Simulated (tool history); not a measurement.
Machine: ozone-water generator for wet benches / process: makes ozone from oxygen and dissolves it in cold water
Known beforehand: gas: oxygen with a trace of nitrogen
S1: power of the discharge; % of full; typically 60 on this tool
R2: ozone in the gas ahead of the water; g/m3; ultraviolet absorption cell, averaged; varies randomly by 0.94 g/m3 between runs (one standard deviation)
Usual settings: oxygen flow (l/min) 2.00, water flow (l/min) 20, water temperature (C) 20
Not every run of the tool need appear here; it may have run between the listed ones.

{"run": 1, "day": 0.0, "S1": 60, "oxygen flow (l/min)": 2.0, "water flow (l/min)": 20, "water temperature (C)": 20, "dissolved ozone (ppm)": 8.4, "R2": 155.8}
{"run": 2, "day": 1.258, "S1": 60, "oxygen flow (l/min)": 2.0, "water flow (l/min)": 20, "water temperature (C)": 20, "dissolved ozone (ppm)": 8.3, "R2": 155.0}
{"run": 3, "day": 2.279, "S1": 60, "oxygen flow (l/min)": 2.0, "water flow (l/min)": 20, "water temperature (C)": 13, "dissolved ozone (ppm)": 8.8, "R2": 155.5}
{"run": 4, "day": 3.346, "S1": 60, "oxygen flow (l/min)": 2.0, "water flow (l/min)": 20, "water temperature (C)": 13, "dissolved ozone (ppm)": 8.8, "R2": 156.4}
{"run": 5, "day": 4.708, "S1": 60, "oxygen flow (l/min)": 2.0, "water flow (l/min)": 20, "water temperature (C)": 13, "dissolved ozone (ppm)": 8.6, "R2": 157.0}
{"run": 6, "day": 5.65, "S1": 60, "oxygen flow (l/min)": 2.0, "water flow (l/min)": 32, "water temperature (C)": 13, "dissolved ozone (ppm)": 4.9, "R2": 154.9}
{"run": 7, "day": 6.854, "S1": 60, "oxygen flow (l/min)": 2.0, "water flow (l/min)": 20, "water temperature (C)": 15, "dissolved ozone (ppm)": 8.8, "R2": 157.2}
{"run": 8, "day": 7.712, "S1": 60, "oxygen flow (l/min)": 2.0, "water flow (l/min)": 20, "water temperature (C)": 15, "dissolved ozone (ppm)": 8.8, "R2": 158.0}
{"run": 9, "day": 9.008, "S1": 60, "oxygen flow (l/min)": 2.0, "water flow (l/min)": 20, "water temperature (C)": 15, "dissolved ozone (ppm)": 8.8, "R2": 155.5}
{"run": 10, "day": 10.808, "S1": 60, "oxygen flow (l/min)": 2.0, "water flow (l/min)": 20, "water temperature (C)": 15, "dissolved ozone (ppm)": 8.7, "R2": 154.9}
{"run": 11, "day": 12.6, "S1": 77, "oxygen flow (l/min)": 2.0, "water flow (l/min)": 20, "water temperature (C)": 15, "dissolved ozone (ppm)": 10.5, "R2": 190.7}
{"run": 12, "day": 14.192, "S1": 60, "oxygen flow (l/min)": 2.0, "water flow (l/min)": 20, "water temperature (C)": 20, "dissolved ozone (ppm)": 8.5, "R2": 155.5}
{"run": 13, "day": 15.925, "S1": 60, "oxygen flow (l/min)": 2.0, "water flow (l/min)": 20, "water temperature (C)": 20, "dissolved ozone (ppm)": 8.1, "R2": 154.8}
{"run": 14, "day": 17.179, "S1": 60, "oxygen flow (l/min)": 2.81, "water flow (l/min)": 20, "water temperature (C)": 20, "dissolved ozone (ppm)": 8.6, "R2": 122.7}
{"run": 15, "day": 18.758, "S1": 60, "oxygen flow (l/min)": 2.8, "water flow (l/min)": 19, "water temperature (C)": 20, "dissolved ozone (ppm)": 8.9, "R2": 123.9}
{"run": 16, "day": 19.829, "S1": 60, "oxygen flow (l/min)": 2.8, "water flow (l/min)": 19, "water temperature (C)": 20, "dissolved ozone (ppm)": 8.8, "R2": 123.4}
{"run": 17, "day": 21.125, "S1": 60, "oxygen flow (l/min)": 3.01, "water flow (l/min)": 32, "water temperature (C)": 20, "dissolved ozone (ppm)": 5.1, "R2": 116.4}
{"run": 18, "day": 22.783, "S1": 60, "oxygen flow (l/min)": 1.83, "water flow (l/min)": 26, "water temperature (C)": 20, "dissolved ozone (ppm)": 6.0, "R2": 166.2}
{"run": 19, "day": 24.529, "S1": 60, "oxygen flow (l/min)": 1.83, "water flow (l/min)": 26, "water temperature (C)": 20, "dissolved ozone (ppm)": 6.1, "R2": 165.3}
{"run": 20, "day": 25.492, "S1": 45, "oxygen flow (l/min)": 1.37, "water flow (l/min)": 28, "water temperature (C)": 20, "dissolved ozone (ppm)": 4.2, "R2": 155.8}
{"run": 21, "day": 26.358, "S1": 60, "oxygen flow (l/min)": 3.38, "water flow (l/min)": 21, "water temperature (C)": 27, "dissolved ozone (ppm)": 7.3, "R2": 107.0}
{"run": 22, "day": 27.896, "S1": 71, "oxygen flow (l/min)": 3.38, "water flow (l/min)": 29, "water temperature (C)": 23, "dissolved ozone (ppm)": 6.4, "R2": 124.9}
{"run": 23, "day": 29.108, "S1": 67, "oxygen flow (l/min)": 2.0, "water flow (l/min)": 13, "water temperature (C)": 20, "dissolved ozone (ppm)": 13.9, "R2": 168.1}
{"run": 24, "day": 30.408, "S1": 67, "oxygen flow (l/min)": 2.0, "water flow (l/min)": 13, "water temperature (C)": 20, "dissolved ozone (ppm)": 14.0, "R2": 170.3}
{"day": 31.996, "done": "water thermometer calibrated"}
{"run": 25, "day": 32.292, "S1": 91, "oxygen flow (l/min)": 2.48, "water flow (l/min)": 22, "water temperature (C)": 20, "dissolved ozone (ppm)": 10.6, "R2": 187.8}
{"run": 26, "day": 33.683, "S1": 65, "oxygen flow (l/min)": 3.59, "water flow (l/min)": 15, "water temperature (C)": 21, "dissolved ozone (ppm)": 11.3, "R2": 111.7}
{"run": 27, "day": 34.725, "S1": 65, "oxygen flow (l/min)": 1.67, "water flow (l/min)": 19, "water temperature (C)": 21, "dissolved ozone (ppm)": 9.0, "R2": 186.4}

Consider 3 possible next runs. They are alternatives, not a sequence: every one starts from the tool as it was left by run 27. What does each give?
{"run": "A", "day": 35.612, "S1": 60, "oxygen flow (l/min)": 1.2, "water flow (l/min)": 20, "water temperature (C)": 14, "dissolved ozone (ppm)": "?", "R2": "?"}
{"run": "B", "day": 35.612, "S1": 65, "oxygen flow (l/min)": 1.85, "water flow (l/min)": 16, "water temperature (C)": 27, "dissolved ozone (ppm)": "?", "R2": "?"}
{"run": "C", "day": 35.612, "S1": 60, "oxygen flow (l/min)": 2.0, "water flow (l/min)": 28, "water temperature (C)": 20, "dissolved ozone (ppm)": "?", "R2": "?"}

run=A dissolved_ozone_(ppm)=8.0 R2=219.5
run=B dissolved_ozone_(ppm)=10.5 R2=173.3
run=C dissolved_ozone_(ppm)=5.8 R2=154.2
Without the tool's hidden state the same runs would have given:
run=A dissolved_ozone_(ppm)=8.3 R2=226.4
run=B dissolved_ozone_(ppm)=11.0 R2=179.2
run=C dissolved_ozone_(ppm)=6.1 R2=159.1
